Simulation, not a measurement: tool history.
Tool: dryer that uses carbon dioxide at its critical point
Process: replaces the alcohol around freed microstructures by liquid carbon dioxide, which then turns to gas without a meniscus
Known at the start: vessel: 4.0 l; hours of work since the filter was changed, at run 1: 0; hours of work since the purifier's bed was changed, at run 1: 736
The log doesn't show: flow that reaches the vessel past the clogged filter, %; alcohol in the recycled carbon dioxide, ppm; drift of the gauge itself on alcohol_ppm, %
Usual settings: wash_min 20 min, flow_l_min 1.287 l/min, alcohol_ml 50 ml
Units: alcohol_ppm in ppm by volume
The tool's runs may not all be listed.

run   hour  wash_min  flow_l_min  alcohol_ml  hours of work since the filter was changed  hours of work since the purifier's bed was changed  alcohol_ppm
  1    0.0        20       1.287          50                                           0                                                 736          111
  2   40.7        20       1.287          50                                          22                                                 758          120
  3   74.7        20       1.287          50                                          40                                                 776          120
  4  128.5        20       1.287          50                                          69                                                 805          122
  5  184.1        20       1.287          50                                          99                                                 835          128
  6  213.4        20       1.287          32                                         115                                                 851          119
  7  251.1        20       1.287          32                                         135                                                 872          117
  8  294.5        15       1.287          30                                         159                                                 895          193
  9  335.7        15       1.870          41                                         181                                                 917          113
 10  365.0        17       2.080          28                                         197                                                 933          105
 11  423.5        17       2.080          75                                         228                                                 964          117
 12  478.3        17       2.080          75                                         258                                                 994          122

Forecast each of these 3 alternatives for the next run:
  A  522.8        15       0.990          23                                         282                                                1018            ?
  B  522.8        17       1.060          22                                         282                                                1018            ?
  C  522.8        27       2.000          22                                         282                                                1018            ?

run  alcohol_ppm
  A          344
  B          218
  C          121
Without the tool's hidden state the same runs would have given:
run  alcohol_ppm
  A          196
  B           86
  C           12
